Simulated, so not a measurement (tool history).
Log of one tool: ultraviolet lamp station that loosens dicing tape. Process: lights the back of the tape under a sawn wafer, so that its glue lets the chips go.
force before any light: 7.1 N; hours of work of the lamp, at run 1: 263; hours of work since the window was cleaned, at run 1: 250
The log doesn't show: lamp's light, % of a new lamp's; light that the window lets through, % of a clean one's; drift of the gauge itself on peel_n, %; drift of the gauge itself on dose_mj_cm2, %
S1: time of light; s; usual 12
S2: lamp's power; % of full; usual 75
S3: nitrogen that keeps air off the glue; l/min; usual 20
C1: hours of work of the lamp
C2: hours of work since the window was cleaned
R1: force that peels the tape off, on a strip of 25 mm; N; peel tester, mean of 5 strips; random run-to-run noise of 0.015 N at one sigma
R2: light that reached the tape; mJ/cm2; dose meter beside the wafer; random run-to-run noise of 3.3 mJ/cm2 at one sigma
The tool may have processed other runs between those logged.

run,hour,S1,S2,S3,C1,C2,R1,R2
1,0,12,75,20,263,250,0.975,450
2,6.9,12,65,20,268,255,1.232,385
3,13.1,12,75,7,273,260,1.789,449
4,21.9,12,75,7,279,266,1.758,442
5,27.3,8,75,20,283,270,1.88,292
6,35.3,8,75,20,288,275,1.883,296
7,45,8,75,20,295,282,1.92,296
8,51.6,8,75,20,300,287,1.94,296
9,61.3,12,75,20,307,294,0.99,438
10,70.5,10,75,14,313,300,1.638,360
11,76.3,10,75,14,317,304,1.671,357
12,84.2,15,75,14,323,310,0.878,535
13,88.6,13,75,24,326,313,0.799,459
14,96.8,11,70,27,332,319,1.166,365
15,104.2,12,62,23,337,324,1.335,355
16,113.1,7,62,21,343,331,2.826,208
17,121.6,7,62,21,349,337,2.744,204

5 options for the next run, each taken on its own from the tool as it stands now. Forecast them:
A,126.7,7,62,21,353,340,?,?
B,126.7,12,80,20,353,340,?,?
C,126.7,10,70,14,353,340,?,?
D,126.7,12,75,31,353,340,?,?
E,126.7,7,65,21,353,340,?,?

run,R1,R2
A,2.662,204
B,0.972,452
C,1.836,328
D,0.826,420
E,2.636,214
Without the tool's unlogged condition, the same runs would have read:
run,R1,R2
A,2.105,255
B,0.619,566
C,1.33,412
D,0.516,527
E,2.06,268
